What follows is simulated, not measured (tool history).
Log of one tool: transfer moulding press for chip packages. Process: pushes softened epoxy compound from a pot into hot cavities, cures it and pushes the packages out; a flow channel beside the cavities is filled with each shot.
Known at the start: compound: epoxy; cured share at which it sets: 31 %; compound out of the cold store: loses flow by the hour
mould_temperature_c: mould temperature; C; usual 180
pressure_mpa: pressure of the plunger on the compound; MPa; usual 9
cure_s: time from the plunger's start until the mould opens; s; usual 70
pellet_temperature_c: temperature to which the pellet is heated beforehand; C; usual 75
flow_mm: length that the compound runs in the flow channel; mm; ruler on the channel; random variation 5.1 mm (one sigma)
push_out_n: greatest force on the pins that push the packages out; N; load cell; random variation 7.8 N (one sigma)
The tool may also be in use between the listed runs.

run,hour,mould_temperature_c,pressure_mpa,cure_s,pellet_temperature_c,incoming compound's hours out of the cold store,flow_mm,push_out_n
1,0,180,9,70,75,29.8,809,514
# hour 11.6: cavities cleaned with cleaning compound and waxed
2,47.1,180,9,70,75,16.8,870,534
# hour 59.6: cavities cleaned with cleaning compound and waxed
3,103.6,180,9,70,65,38.8,772,556
# hour 108.3: cavities cleaned with cleaning compound and waxed
4,148.9,180,9,70,75,28.4,793,553
# hour 159.8: cavities cleaned with cleaning compound and waxed
# hour 171.6: mould's thermocouples calibrated
# hour 188.2: plunger's sealing rings changed
5,193.6,180,9,70,75,44.8,792,497
# hour 211: cavities cleaned with cleaning compound and waxed
6,249.7,180,9,70,75,29.6,851,532
# hour 257.4: cavities cleaned with cleaning compound and waxed
# hour 309.5: cavities cleaned with cleaning compound and waxed
7,313,180,9,52,75,25.9,866,860
8,352.4,180,9,52,75,41.4,789,1166
# hour 359.7: cavities cleaned with cleaning compound and waxed
9,400,180,10.16,52,75,11.3,977,1315
# hour 406.6: cavities cleaned with cleaning compound and waxed
# hour 454.6: cavities cleaned with cleaning compound and waxed
10,476.3,181,9,70,75,43.6,762,428
# hour 503.6: cavities cleaned with cleaning compound and waxed
11,546.8,181,9,70,75,16.8,874,540
# hour 554.8: cavities cleaned with cleaning compound and waxed
# hour 591.9: mould's thermocouples calibrated, once more
# hour 605.6: cavities cleaned with cleaning compound and waxed
12,622.8,181,10.85,70,80,11.5,965,435
# hour 654.4: cavities cleaned with cleaning compound and waxed
# hour 690.5: plunger's sealing rings changed
13,691.7,180,9.52,70,67,34.7,852,488
# hour 705.6: cavities cleaned with cleaning compound and waxed
14,731.7,186,7.7,70,67,27.5,779,355
# hour 753.4: cavities cleaned with cleaning compound and waxed
15,763.8,186,7.7,70,67,20.7,813,327
# hour 802.2: cavities cleaned with cleaning compound and waxed
16,816.2,176,9,70,77,10.3,947,609
# hour 848.8: cavities cleaned with cleaning compound and waxed
17,855.9,177,9,70,68,24.1,866,512
18,889.7,173,10.39,109,84,23.3,946,408
# hour 897.9: cavities cleaned with cleaning compound and waxed
19,940.2,172,9,73,80,30.4,837,818
# hour 947: cavities cleaned with cleaning compound and waxed
20,975.9,172,9,73,80,29.7,854,777
# hour 998.2: cavities cleaned with cleaning compound and waxed
# hour 1044.9: cavities cleaned with cleaning compound and waxed
21,1044.9,172,9,73,80,35.5,796,576

5 ways to go on from here, each from the tool as it stands after run 21. What would each give?
# hour 1095.4: cavities cleaned with cleaning compound and waxed
A,1103.8,182,9,102,82,15.9,?,?
# hour 1095.4: cavities cleaned with cleaning compound and waxed
B,1103.8,177,9,104,77,39.1,?,?
# hour 1095.4: cavities cleaned with cleaning compound and waxed
C,1103.8,180,9,53,83,24.8,?,?
# hour 1095.4: cavities cleaned with cleaning compound and waxed
D,1103.8,181,9.41,73,80,43.9,?,?
# hour 1095.4: cavities cleaned with cleaning compound and waxed
E,1103.8,172,10.47,80,70,43.7,?,?

run,flow_mm,push_out_n
A,850,285
B,774,290
C,819,858
D,759,349
E,822,522
Without the tool's hidden state the same runs would have given:
run,flow_mm,push_out_n
A,910,253
B,828,256
C,877,735
D,812,303
E,880,445

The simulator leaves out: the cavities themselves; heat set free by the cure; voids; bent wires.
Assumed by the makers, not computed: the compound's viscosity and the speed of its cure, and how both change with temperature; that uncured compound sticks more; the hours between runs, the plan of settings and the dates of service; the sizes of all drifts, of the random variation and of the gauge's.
